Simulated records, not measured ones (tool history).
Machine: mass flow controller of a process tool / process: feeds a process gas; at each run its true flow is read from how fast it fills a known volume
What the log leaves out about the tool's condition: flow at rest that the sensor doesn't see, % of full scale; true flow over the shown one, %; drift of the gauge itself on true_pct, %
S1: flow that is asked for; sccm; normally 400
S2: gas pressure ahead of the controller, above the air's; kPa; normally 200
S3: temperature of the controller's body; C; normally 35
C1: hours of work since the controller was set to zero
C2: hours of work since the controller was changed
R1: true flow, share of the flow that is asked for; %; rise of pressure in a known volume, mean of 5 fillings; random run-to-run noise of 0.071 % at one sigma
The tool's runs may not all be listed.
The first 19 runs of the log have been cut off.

run,hour,S1,S2,S3,C1,C2,R1
20,5385.2,400,253,23,3262,3262,102.03
21,5737.2,400,253,23,3489,3489,102.24
22,5929.9,400,164,22,3613,3613,101.62
23,6226.5,327,200,35,3804,3804,103.67
24,6459.8,321,200,35,3954,3954,103.96
25,6751.5,321,200,28,4142,4142,103.23
26,6975.1,321,226,21,4286,4286,102.62
27,7387.8,918,165,21,4552,4552,102.72
28,7640.6,823,247,30,4715,4715,104.4
29,7874.1,823,247,30,4866,4866,104.57
30,8189.5,757,247,30,5069,5069,104.63
31,8362.3,400,140,31,5180,5180,103.88
32,8749.9,400,140,31,5430,5430,104.19
33,8992,400,178,22,5586,5586,103.61
34,9247.2,902,200,37,5751,5751,105.72
35,9496.6,902,200,37,5911,5911,106.06
36,9809.9,263,200,35,6113,6113,106.25
37,10176.2,171,200,35,6349,6349,107.52

Forecast each of these 5 alternatives for the next run:
A,10589.6,400,224,38,6616,6616,?
B,10589.6,174,226,31,6616,6616,?
C,10589.6,122,200,22,6616,6616,?
D,10589.6,284,181,28,6616,6616,?
E,10589.6,896,208,31,6616,6616,?

run,R1
A,106.56
B,107.63
C,107.89
D,105.73
E,105.81
The same runs, with their run-to-run variation unchanged, on a tool lacking any hidden condition would have given:
run,R1
A,100.41
B,99.31
C,97.94
D,98.9
E,100.58
